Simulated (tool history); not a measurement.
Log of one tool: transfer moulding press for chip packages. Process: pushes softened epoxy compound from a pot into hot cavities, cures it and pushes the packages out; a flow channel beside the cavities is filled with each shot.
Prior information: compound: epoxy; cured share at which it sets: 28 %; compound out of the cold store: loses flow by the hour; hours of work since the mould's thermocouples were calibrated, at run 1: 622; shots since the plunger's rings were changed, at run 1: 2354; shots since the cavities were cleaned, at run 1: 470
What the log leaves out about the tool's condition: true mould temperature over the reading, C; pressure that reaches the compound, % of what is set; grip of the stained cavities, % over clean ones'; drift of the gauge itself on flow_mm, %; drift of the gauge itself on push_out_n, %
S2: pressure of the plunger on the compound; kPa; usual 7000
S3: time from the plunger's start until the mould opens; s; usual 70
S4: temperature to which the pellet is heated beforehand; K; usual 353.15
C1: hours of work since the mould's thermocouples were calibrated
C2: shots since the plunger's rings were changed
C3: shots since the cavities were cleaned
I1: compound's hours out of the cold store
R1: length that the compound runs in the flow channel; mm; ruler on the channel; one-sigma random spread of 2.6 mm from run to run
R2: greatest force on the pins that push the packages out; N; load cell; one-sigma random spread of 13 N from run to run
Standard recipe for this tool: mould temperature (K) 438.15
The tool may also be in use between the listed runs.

Run 1, hour 0: usual settings; C1 622; C2 2354; C3 470; I1 11. Result: R1 793 mm, R2 833 N.
At hour 5.5: cavities cleaned with cleaning compound and waxed.
At hour 36: cavities cleaned with cleaning compound and waxed.
Run 2, hour 48.3: usual settings; C1 655; C2 3158; C3 219; I1 36.9. Result: R1 686 mm, R2 695 N.
At hour 68: cavities cleaned with cleaning compound and waxed.
Run 3, hour 79.7: usual settings; C1 677; C2 3688; C3 207; I1 28.9. Result: R1 717 mm, R2 672 N.
At hour 101.1: cavities cleaned with cleaning compound and waxed.
Run 4, hour 109.3: usual settings; C1 698; C2 4187; C3 147; I1 19.9. Result: R1 747 mm, R2 724 N.
At hour 114.6: plunger's sealing rings changed.
At hour 134.4: cavities cleaned with cleaning compound and waxed.
Run 5, hour 154.3: usual settings but mould temperature (K) 431.15; C1 728; C2 678; C3 354; I1 8.5. Result: R1 843 mm, R2 1305 N.
At hour 167.7: cavities cleaned with cleaning compound and waxed.
Run 6, hour 181.9: usual settings but mould temperature (K) 431.15, S4 357.15 K; C1 748; C2 1142; C3 253; I1 12.3. Result: R1 823 mm, R2 1287 N.
At hour 199.6: cavities cleaned with cleaning compound and waxed.
Run 7, hour 218.8: usual settings but mould temperature (K) 431.15, S4 357.15 K; C1 774; C2 1769; C3 340; I1 27.8. Result: R1 748 mm, R2 1211 N.
At hour 229.7: cavities cleaned with cleaning compound and waxed.
Run 8, hour 244.3: usual settings but mould temperature (K) 432.15, S2 6230 kPa, S3 52 s; C1 791; C2 2194; C3 259; I1 31.9. Result: R1 688 mm, R2 1848 N.
At hour 262.2: mould's thermocouples calibrated.
At hour 263.7: cavities cleaned with cleaning compound and waxed.
Run 9, hour 272.5: usual settings but S2 5530 kPa, S3 108 s, S4 362.15 K; C1 7; C2 2633; C3 157; I1 44.1. Result: R1 588 mm, R2 361 N.
At hour 293.7: cavities cleaned with cleaning compound and waxed.
Run 10, hour 305.7: usual settings but mould temperature (K) 430.15, S2 5210 kPa, S3 85 s, S4 349.15 K; C1 30; C2 3195; C3 213; I1 18.6. Result: R1 677 mm, R2 805 N.
At hour 325.5: cavities cleaned with cleaning compound and waxed.
Run 11, hour 352.3: usual settings but mould temperature (K) 430.15, S2 5210 kPa, S3 85 s, S4 349.15 K; C1 63; C2 3994; C3 475; I1 13.5. Result: R1 695 mm, R2 964 N.

Alternative continuations, all from the tool just after run 11; predict every row:
At hour 356.8: cavities cleaned with cleaning compound and waxed.
At hour 367.5: plunger's sealing rings changed.
At hour 390.3: cavities cleaned with cleaning compound and waxed.
Run A, hour 401.9: usual settings but mould temperature (K) 433.15, S2 5240 kPa, S3 91 s; C1 96; C2 584; C3 206; I1 34.1. Result: R1 ?, R2 ?.
At hour 356.8: cavities cleaned with cleaning compound and waxed.
At hour 367.5: plunger's sealing rings changed.
At hour 390.3: cavities cleaned with cleaning compound and waxed.
Run B, hour 401.9: usual settings but mould temperature (K) 443.15, S2 6030 kPa, S3 74 s, S4 349.15 K; C1 96; C2 584; C3 206; I1 23.7. Result: R1 ?, R2 ?.
At hour 356.8: cavities cleaned with cleaning compound and waxed.
At hour 367.5: plunger's sealing rings changed.
At hour 390.3: cavities cleaned with cleaning compound and waxed.
Run C, hour 401.9: usual settings but mould temperature (K) 430.15, S2 5210 kPa, S3 98 s, S4 349.15 K; C1 96; C2 584; C3 206; I1 44.7. Result: R1 ?, R2 ?.
At hour 356.8: cavities cleaned with cleaning compound and waxed.
At hour 367.5: plunger's sealing rings changed.
At hour 390.3: cavities cleaned with cleaning compound and waxed.
Run D, hour 401.9: usual settings but mould temperature (K) 440.15, S2 5210 kPa, S3 85 s, S4 347.15 K; C1 96; C2 584; C3 206; I1 10. Result: R1 ?, R2 ?.
At hour 356.8: cavities cleaned with cleaning compound and waxed.
At hour 367.5: plunger's sealing rings changed.
At hour 390.3: cavities cleaned with cleaning compound and waxed.
Run E, hour 401.9: usual settings but S4 356.15 K; C1 96; C2 584; C3 206; I1 37.9. Result: R1 ?, R2 ?.

run   R1   R2
  A  623  552
  B  682  477
  C  594  543
  D  692  441
  E  689  666
With no hidden state in the tool, these same runs would have given:
run   R1   R2
  A  627  457
  B  687  398
  C  598  449
  D  697  368
  E  693  550

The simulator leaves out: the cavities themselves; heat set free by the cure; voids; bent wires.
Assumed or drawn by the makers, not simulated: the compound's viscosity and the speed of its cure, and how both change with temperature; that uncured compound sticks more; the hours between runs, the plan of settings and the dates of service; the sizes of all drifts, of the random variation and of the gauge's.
